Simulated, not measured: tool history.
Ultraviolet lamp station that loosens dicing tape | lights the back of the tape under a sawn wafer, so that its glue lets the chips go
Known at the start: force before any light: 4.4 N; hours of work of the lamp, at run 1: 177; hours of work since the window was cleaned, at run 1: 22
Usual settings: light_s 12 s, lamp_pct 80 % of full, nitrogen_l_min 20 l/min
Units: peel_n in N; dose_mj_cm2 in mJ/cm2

run	hour	light_s	lamp_pct	nitrogen_l_min	hours of work of the lamp	hours of work since the window was cleaned	peel_n	dose_mj_cm2
1	0.0	12	80	20	177	22	0.484	309
2	16.7	12	80	12	188	34	0.590	312
3	50.0	12	80	12	210	56	0.608	305
4	80.1	12	80	12	231	76	0.640	304
5	101.3	12	80	12	245	91	0.652	298
6	116.3	12	80	12	255	101	0.617	298
7	151.5	12	80	20	279	125	0.510	294
8	187.3	12	80	20	303	149	0.517	291
9	208.9	12	80	20	318	163	0.527	288
10	238.4	12	80	13	338	183	0.655	282
11	256.4	7	80	20	350	195	1.250	163
12	275.4	12	80	6	362	208	1.016	282
13	297.1	12	80	6	377	223	1.008	276
14	327.1	12	80	20	397	243	0.564	273
15	363.1	12	80	20	422	267	0.559	272
16	392.6	12	80	20	442	287	0.603	268
17	424.2	12	80	20	463	309	0.608	270
18	446.8	12	80	20	478	324	0.616	260
19	467.1	6	83	35	492	338	1.354	137
20	487.8	12	80	25	506	352	0.557	257
21	510.3	7	82	34	521	367	1.177	154
22	534.3	17	86	22	537	383	0.271	389
23	561.4	17	86	22	556	401	0.287	386
24	579.6	19	86	13	568	414	0.296	427
25	615.9	22	69	13	592	438	0.354	396
26	634.7	15	69	13	605	451	0.736	269
27	664.6	20	64	20	625	471	0.406	326
28	697.0	16	88	18	647	493	0.364	353
29	732.1	16	88	18	671	516	0.387	353
# hour 735.3: window cleaned of glue's vapour
30	758.2	16	88	18	688	16	0.274	417
31	773.6	7	73	10	698	26	1.702	149
32	790.3	21	80	20	710	37	0.170	497
33	822.2	12	99	6	731	59	0.720	348
34	850.8	8	80	20	750	78	1.085	180
35	874.1	7	88	16	766	94	1.227	180

Some steps in peel_n between neighbouring runs. How much of each would the tool show without its hidden state too (settings, what came in, random variation), and how much is left for the hidden state, with any gauge scatter that isn't in both results?
The hidden state here: lamp's light, % of a new lamp's; light that the window lets through, % of a clean one's; drift of the gauge itself on peel_n, %; drift of the gauge itself on dose_mj_cm2, %.
Run 21 -> 22: light_s 7 -> 17, lamp_pct 82 -> 86, nitrogen_l_min 34 -> 22. peel_n -0.906 N: hidden state -0.218, all else -0.688.
Run 30 -> 31: light_s 16 -> 7, lamp_pct 88 -> 73, nitrogen_l_min 18 -> 10. peel_n +1.428 N: hidden state +0.148, all else +1.280.
Run 31 -> 32: light_s 7 -> 21, lamp_pct 73 -> 80, nitrogen_l_min 10 -> 20. peel_n -1.532 N: hidden state -0.172, all else -1.360.
